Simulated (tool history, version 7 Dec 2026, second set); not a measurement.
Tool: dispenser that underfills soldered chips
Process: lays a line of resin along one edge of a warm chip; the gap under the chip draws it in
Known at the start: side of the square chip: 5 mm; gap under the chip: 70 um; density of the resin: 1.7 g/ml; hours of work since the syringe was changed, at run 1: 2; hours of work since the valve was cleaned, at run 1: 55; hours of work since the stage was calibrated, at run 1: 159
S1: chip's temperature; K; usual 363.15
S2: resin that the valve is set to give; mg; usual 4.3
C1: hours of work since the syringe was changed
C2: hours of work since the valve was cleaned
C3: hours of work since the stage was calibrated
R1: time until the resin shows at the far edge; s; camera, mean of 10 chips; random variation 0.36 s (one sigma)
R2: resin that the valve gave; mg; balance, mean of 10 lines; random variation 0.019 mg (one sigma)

run   hour      S1    S2  C1  C2   C3    R1    R2
  1      0  363.15   4.3   2  55  159  24.6  4.13
  2    8.9  363.15   4.3   8  61  165  37.5  4.13
      12.9  -- new syringe of resin
  3   16.5  363.15   4.3   2  66  169  23.8  4.05
  4   22.7  363.15   4.3   7  70  174  32.1  4.11
      29.3  -- new syringe of resin
  5   29.3  363.15  3.89   0  74  178  20.6  3.67
  6   36.3  363.15  3.89   5  79  183  29.3  3.68
      46.2  -- new syringe of resin
  7   47.8  363.15   4.3   1  87  190  22.3  4.05
  8   59.5  368.15   4.3   9  94  198  31.4  3.99
      63.1  -- new syringe of resin
      65.8  -- dispensing valve cleaned and set on the balance
  9     70  368.15   4.3   4   3  204  21.2   4.3
 10   76.2  368.15   4.3   8   7  208  28.4  4.27
      80.8  -- new syringe of resin
 11   87.2  368.15   4.3   4  14  215  22.3  4.25
 12   96.2  368.15   4.3  10  20  221  33.7  4.29
      97.2  -- new syringe of resin
 13  101.7  363.15   4.3   3  24  225  24.2  4.21
 14    109  378.15  5.42   8  29  230  17.5  5.34
     113.6  -- new syringe of resin
 15  120.9  378.15  5.42   5  36  237  14.5  5.28
 16  127.1  378.15  4.74   9  40  242  19.5  4.64
     130.2  -- new syringe of resin
 17  138.4  363.15  4.65   6  48  249  29.4  4.53
     146.7  -- new syringe of resin
 18  147.8  363.15  4.17   1  54  255  21.1     4
 19  158.8  351.15  3.79   8  61  262  64.7  3.61

Forecast each of these 3 alternatives for the next run:
     162.9  -- new syringe of resin
  A  166.7  355.15  3.87   2  66  267   ?   ?
     162.9  -- new syringe of resin
  B  166.7  371.15  4.69   2  66  267   ?   ?
     162.9  -- new syringe of resin
  C  166.7  353.15   3.7   2  66  267   ?   ?

run    R1    R2
  A  34.7  3.69
  B  16.3  4.53
  C  40.6  3.53
Without the tool's hidden state the same runs would have given:
run    R1    R2
  A  29.8  3.86
  B    14  4.73
  C  34.9  3.69

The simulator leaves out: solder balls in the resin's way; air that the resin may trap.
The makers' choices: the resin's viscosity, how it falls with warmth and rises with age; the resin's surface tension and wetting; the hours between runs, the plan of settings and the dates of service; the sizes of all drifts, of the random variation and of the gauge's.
